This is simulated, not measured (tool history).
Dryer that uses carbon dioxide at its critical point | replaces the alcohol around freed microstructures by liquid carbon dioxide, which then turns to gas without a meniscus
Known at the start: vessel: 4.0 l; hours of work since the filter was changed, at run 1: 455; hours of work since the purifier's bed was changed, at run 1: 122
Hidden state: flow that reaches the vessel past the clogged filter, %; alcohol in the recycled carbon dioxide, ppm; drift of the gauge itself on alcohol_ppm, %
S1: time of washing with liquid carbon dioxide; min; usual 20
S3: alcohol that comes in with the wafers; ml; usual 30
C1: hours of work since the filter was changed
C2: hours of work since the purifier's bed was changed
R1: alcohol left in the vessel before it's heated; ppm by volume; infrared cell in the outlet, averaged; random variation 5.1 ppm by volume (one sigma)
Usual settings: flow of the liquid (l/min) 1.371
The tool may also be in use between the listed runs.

{"run": 1, "day": 0.0, "S1": 20, "flow of the liquid (l/min)": 1.371, "S3": 30, "C1": 455, "C2": 122, "R1": 144}
{"run": 2, "day": 0.292, "S1": 20, "flow of the liquid (l/min)": 1.371, "S3": 23, "C1": 459, "C2": 126, "R1": 118}
{"run": 3, "day": 0.642, "S1": 20, "flow of the liquid (l/min)": 1.371, "S3": 23, "C1": 464, "C2": 131, "R1": 120}
{"run": 4, "day": 1.279, "S1": 20, "flow of the liquid (l/min)": 1.371, "S3": 30, "C1": 473, "C2": 140, "R1": 158}
{"run": 5, "day": 1.896, "S1": 20, "flow of the liquid (l/min)": 1.371, "S3": 30, "C1": 482, "C2": 149, "R1": 150}
{"run": 6, "day": 2.379, "S1": 20, "flow of the liquid (l/min)": 1.371, "S3": 30, "C1": 489, "C2": 156, "R1": 152}
{"run": 7, "day": 2.817, "S1": 20, "flow of the liquid (l/min)": 0.98, "S3": 30, "C1": 495, "C2": 162, "R1": 433}
{"run": 8, "day": 3.179, "S1": 20, "flow of the liquid (l/min)": 0.98, "S3": 45, "C1": 500, "C2": 167, "R1": 617}
{"run": 9, "day": 3.579, "S1": 20, "flow of the liquid (l/min)": 0.98, "S3": 45, "C1": 506, "C2": 173, "R1": 655}
{"run": 10, "day": 4.067, "S1": 17, "flow of the liquid (l/min)": 0.83, "S3": 27, "C1": 513, "C2": 180, "R1": 849}
{"run": 11, "day": 4.392, "S1": 17, "flow of the liquid (l/min)": 0.83, "S3": 27, "C1": 518, "C2": 184, "R1": 859}
{"run": 12, "day": 4.754, "S1": 30, "flow of the liquid (l/min)": 1.371, "S3": 59, "C1": 523, "C2": 189, "R1": 57}
{"run": 13, "day": 5.075, "S1": 20, "flow of the liquid (l/min)": 1.78, "S3": 65, "C1": 527, "C2": 194, "R1": 121}

Hidden state or all else? Some run-to-run changes of R1, split into what the settings, what came in and random variation would give without the hidden state, and what is left for the hidden state (with any gauge scatter that isn't in both results):
Run 11 -> 12: S1 17 -> 30, flow of the liquid (l/min) 0.830 -> 1.371, S3 27 -> 59. R1 -802 ppm by volume: hidden state -240, all else -562.
